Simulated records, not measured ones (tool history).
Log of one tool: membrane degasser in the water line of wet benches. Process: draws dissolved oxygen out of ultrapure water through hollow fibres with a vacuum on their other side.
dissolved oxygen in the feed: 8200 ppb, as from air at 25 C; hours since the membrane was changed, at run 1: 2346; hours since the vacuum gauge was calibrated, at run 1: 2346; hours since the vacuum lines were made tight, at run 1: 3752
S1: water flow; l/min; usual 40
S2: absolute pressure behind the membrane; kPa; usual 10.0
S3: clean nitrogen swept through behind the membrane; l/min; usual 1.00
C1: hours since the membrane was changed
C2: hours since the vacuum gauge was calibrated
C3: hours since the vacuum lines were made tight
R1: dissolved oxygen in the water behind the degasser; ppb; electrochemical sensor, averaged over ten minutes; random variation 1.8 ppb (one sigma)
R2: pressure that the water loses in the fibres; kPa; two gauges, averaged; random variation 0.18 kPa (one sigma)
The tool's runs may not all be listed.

{"run": 1, "hour": 0.0, "S1": 40, "S2": 10.0, "S3": 1.0, "C1": 2346, "C2": 2346, "C3": 3752, "R1": 532.4, "R2": 42.65}
{"run": 2, "hour": 101.1, "S1": 40, "S2": 10.0, "S3": 1.0, "C1": 2447, "C2": 2447, "C3": 3853, "R1": 527.6, "R2": 42.64}
{"hour": 222.0, "done": "seals of the vacuum lines changed"}
{"run": 3, "hour": 255.3, "S1": 40, "S2": 7.3, "S3": 1.0, "C1": 2599, "C2": 2599, "C3": 33, "R1": 331.4, "R2": 42.71}
{"run": 4, "hour": 330.9, "S1": 40, "S2": 11.9, "S3": 1.0, "C1": 2675, "C2": 2675, "C3": 109, "R1": 666.7, "R2": 42.82}
{"run": 5, "hour": 408.3, "S1": 28, "S2": 11.9, "S3": 1.0, "C1": 2752, "C2": 2752, "C3": 186, "R1": 489.9, "R2": 30.22}
{"run": 6, "hour": 483.2, "S1": 28, "S2": 11.9, "S3": 1.0, "C1": 2827, "C2": 2827, "C3": 261, "R1": 492.1, "R2": 30.06}
{"run": 7, "hour": 603.1, "S1": 28, "S2": 11.9, "S3": 1.0, "C1": 2947, "C2": 2947, "C3": 381, "R1": 492.4, "R2": 29.52}
{"run": 8, "hour": 688.4, "S1": 28, "S2": 11.9, "S3": 1.0, "C1": 3032, "C2": 3032, "C3": 466, "R1": 492.3, "R2": 29.56}
{"run": 9, "hour": 812.7, "S1": 40, "S2": 10.0, "S3": 2.08, "C1": 3156, "C2": 3156, "C3": 591, "R1": 298.5, "R2": 42.61}
{"run": 10, "hour": 966.4, "S1": 40, "S2": 10.0, "S3": 2.08, "C1": 3310, "C2": 3310, "C3": 744, "R1": 295.4, "R2": 42.52}
{"run": 11, "hour": 1048.7, "S1": 40, "S2": 10.0, "S3": 1.04, "C1": 3393, "C2": 3393, "C3": 827, "R1": 513.1, "R2": 42.68}
{"run": 12, "hour": 1199.2, "S1": 40, "S2": 10.0, "S3": 1.04, "C1": 3543, "C2": 3543, "C3": 977, "R1": 510.3, "R2": 42.75}
{"run": 13, "hour": 1367.5, "S1": 40, "S2": 10.0, "S3": 1.04, "C1": 3711, "C2": 3711, "C3": 1145, "R1": 513.9, "R2": 42.67}
{"run": 14, "hour": 1494.6, "S1": 40, "S2": 20.6, "S3": 1.0, "C1": 3838, "C2": 3838, "C3": 1273, "R1": 1231.7, "R2": 42.3}
{"run": 15, "hour": 1611.8, "S1": 39, "S2": 20.6, "S3": 1.0, "C1": 3956, "C2": 3956, "C3": 1390, "R1": 1210.0, "R2": 41.26}
{"run": 16, "hour": 1749.9, "S1": 24, "S2": 10.0, "S3": 1.0, "C1": 4094, "C2": 4094, "C3": 1528, "R1": 338.6, "R2": 25.54}
{"run": 17, "hour": 1917.6, "S1": 59, "S2": 7.7, "S3": 0.87, "C1": 4261, "C2": 4261, "C3": 1696, "R1": 583.9, "R2": 62.71}
{"run": 18, "hour": 2062.4, "S1": 59, "S2": 7.7, "S3": 0.87, "C1": 4406, "C2": 4406, "C3": 1840, "R1": 581.8, "R2": 62.99}
{"run": 19, "hour": 2145.9, "S1": 59, "S2": 7.7, "S3": 0.87, "C1": 4490, "C2": 4490, "C3": 1924, "R1": 580.2, "R2": 62.69}
{"run": 20, "hour": 2272.3, "S1": 27, "S2": 20.0, "S3": 0.87, "C1": 4616, "C2": 4616, "C3": 2050, "R1": 977.1, "R2": 28.84}
{"run": 21, "hour": 2359.4, "S1": 25, "S2": 15.6, "S3": 0.51, "C1": 4703, "C2": 4703, "C3": 2137, "R1": 1037.2, "R2": 26.63}
{"hour": 2503.0, "done": "vacuum gauge calibrated"}
{"run": 22, "hour": 2505.6, "S1": 40, "S2": 18.3, "S3": 1.26, "C1": 4849, "C2": 3, "C3": 2283, "R1": 906.6, "R2": 42.83}
{"run": 23, "hour": 2598.0, "S1": 44, "S2": 20.2, "S3": 0.43, "C1": 4941, "C2": 95, "C3": 2375, "R1": 2168.1, "R2": 47.03}
{"run": 24, "hour": 2713.1, "S1": 42, "S2": 9.8, "S3": 1.2, "C1": 5056, "C2": 210, "C3": 2491, "R1": 463.1, "R2": 44.66}
{"run": 25, "hour": 2823.1, "S1": 42, "S2": 9.8, "S3": 1.2, "C1": 5166, "C2": 320, "C3": 2601, "R1": 465.4, "R2": 45.04}
{"run": 26, "hour": 2940.6, "S1": 42, "S2": 9.8, "S3": 0.87, "C1": 5284, "C2": 438, "C3": 2718, "R1": 590.2, "R2": 45.04}
{"run": 27, "hour": 3034.0, "S1": 42, "S2": 10.3, "S3": 0.65, "C1": 5377, "C2": 531, "C3": 2811, "R1": 770.3, "R2": 44.88}
{"run": 28, "hour": 3170.5, "S1": 42, "S2": 10.3, "S3": 0.65, "C1": 5514, "C2": 668, "C3": 2948, "R1": 771.9, "R2": 44.34}
{"run": 29, "hour": 3244.1, "S1": 42, "S2": 10.3, "S3": 0.65, "C1": 5587, "C2": 741, "C3": 3022, "R1": 769.7, "R2": 44.86}
{"run": 30, "hour": 3412.6, "S1": 37, "S2": 10.3, "S3": 1.49, "C1": 5756, "C2": 910, "C3": 3190, "R1": 372.4, "R2": 39.4}
{"run": 31, "hour": 3492.0, "S1": 40, "S2": 16.7, "S3": 1.35, "C1": 5835, "C2": 989, "C3": 3270, "R1": 778.4, "R2": 42.47}
{"run": 32, "hour": 3626.7, "S1": 40, "S2": 10.0, "S3": 1.61, "C1": 5970, "C2": 1124, "C3": 3404, "R1": 361.4, "R2": 42.69}

Forecast each of these 4 alternatives for the next run:
{"run": "A", "hour": 3792.8, "S1": 40, "S2": 10.0, "S3": 0.59, "C1": 6136, "C2": 1290, "C3": 3570, "R1": "?", "R2": "?"}
{"run": "B", "hour": 3792.8, "S1": 29, "S2": 10.5, "S3": 0.91, "C1": 6136, "C2": 1290, "C3": 3570, "R1": "?", "R2": "?"}
{"run": "C", "hour": 3792.8, "S1": 61, "S2": 10.0, "S3": 1.0, "C1": 6136, "C2": 1290, "C3": 3570, "R1": "?", "R2": "?"}
{"run": "D", "hour": 3792.8, "S1": 27, "S2": 24.6, "S3": 1.0, "C1": 6136, "C2": 1290, "C3": 3570, "R1": "?", "R2": "?"}

run=A R1=756.4 R2=42.61
run=B R1=459.1 R2=31.01
run=C R1=773.0 R2=65.00
run=D R1=1072.8 R2=28.76
Without the tool's hidden state the same runs would have given:
run=A R1=768.8 R2=42.59
run=B R1=466.5 R2=30.99
run=C R1=785.6 R2=64.98
run=D R1=1090.3 R2=28.75
